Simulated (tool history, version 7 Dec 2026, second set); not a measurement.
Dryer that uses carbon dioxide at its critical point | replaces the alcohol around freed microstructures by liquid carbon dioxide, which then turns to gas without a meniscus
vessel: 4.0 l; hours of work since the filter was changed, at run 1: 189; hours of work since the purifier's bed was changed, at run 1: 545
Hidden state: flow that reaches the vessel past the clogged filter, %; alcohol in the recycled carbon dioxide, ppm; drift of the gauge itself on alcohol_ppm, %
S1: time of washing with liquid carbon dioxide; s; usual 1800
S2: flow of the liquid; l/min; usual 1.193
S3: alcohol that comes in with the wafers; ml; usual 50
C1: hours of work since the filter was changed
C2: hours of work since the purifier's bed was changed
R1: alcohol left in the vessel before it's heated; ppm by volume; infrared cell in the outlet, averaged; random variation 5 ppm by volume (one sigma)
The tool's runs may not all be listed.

run 1 hour=0.0 | S1=1800 S2=1.193 S3=50 | C1=189 C2=545 | R1=76
run 2 hour=37.4 | S1=1800 S2=1.193 S3=50 | C1=205 C2=561 | R1=84
run 3 hour=58.4 | S1=1800 S2=1.193 S3=50 | C1=214 C2=570 | R1=84
run 4 hour=90.8 | S1=1800 S2=1.050 S3=50 | C1=227 C2=583 | R1=95
run 5 hour=110.5 | S1=1800 S2=1.050 S3=27 | C1=236 C2=592 | R1=94
run 6 hour=143.4 | S1=1800 S2=1.050 S3=27 | C1=250 C2=605 | R1=94
run 7 hour=182.2 | S1=1800 S2=1.050 S3=27 | C1=266 C2=622 | R1=99
run 8 hour=200.1 | S1=1800 S2=1.050 S3=27 | C1=274 C2=629 | R1=97
run 9 hour=221.9 | S1=1800 S2=1.050 S3=27 | C1=283 C2=639 | R1=92
run 10 hour=238.5 | S1=1800 S2=1.050 S3=27 | C1=290 C2=646 | R1=98
run 11 hour=269.1 | S1=1800 S2=1.050 S3=27 | C1=303 C2=659 | R1=104
run 12 hour=291.5 | S1=1800 S2=1.193 S3=54 | C1=312 C2=668 | R1=95
run 13 hour=312.3 | S1=1800 S2=1.193 S3=54 | C1=321 C2=677 | R1=92
run 14 hour=346.7 | S1=1800 S2=1.193 S3=27 | C1=336 C2=691 | R1=87
run 15 hour=374.3 | S1=1800 S2=1.193 S3=27 | C1=347 C2=703 | R1=102
run 16 hour=397.0 | S1=1800 S2=1.193 S3=27 | C1=357 C2=713 | R1=103
run 17 hour=426.4 | S1=1800 S2=1.193 S3=27 | C1=369 C2=725 | R1=104
run 18 hour=458.5 | S1=2040 S2=1.300 S3=40 | C1=383 C2=739 | R1=100
run 19 hour=476.3 | S1=1800 S2=1.030 S3=50 | C1=390 C2=746 | R1=132
run 20 hour=513.1 | S1=1800 S2=1.030 S3=50 | C1=406 C2=762 | R1=128
run 21 hour=539.7 | S1=2580 S2=1.193 S3=40 | C1=417 C2=773 | R1=106
run 22 hour=556.2 | S1=2580 S2=1.193 S3=40 | C1=424 C2=780 | R1=105
run 23 hour=593.6 | S1=1740 S2=1.620 S3=50 | C1=440 C2=796 | R1=120
run 24 hour=614.4 | S1=1800 S2=1.193 S3=22 | C1=449 C2=805 | R1=121
run 25 hour=648.9 | S1=1140 S2=0.950 S3=43 | C1=463 C2=819 | R1=386
run 26 hour=666.9 | S1=2220 S2=1.620 S3=108 | C1=471 C2=827 | R1=112

The same runs without the tool's hidden state, with the same run-to-run variation:
run=1 R1=2
run=2 R1=8
run=3 R1=8
run=4 R1=13
run=5 R1=14
run=6 R1=12
run=7 R1=14
run=8 R1=12
run=9 R1=5
run=10 R1=11
run=11 R1=13
run=12 R1=6
run=13 R1=0
run=14 R1=0
run=15 R1=7
run=16 R1=6
run=17 R1=6
run=18 R1=2
run=19 R1=24
run=20 R1=17
run=21 R1=5
run=22 R1=5
run=23 R1=13
run=24 R1=15
run=25 R1=194
run=26 R1=3
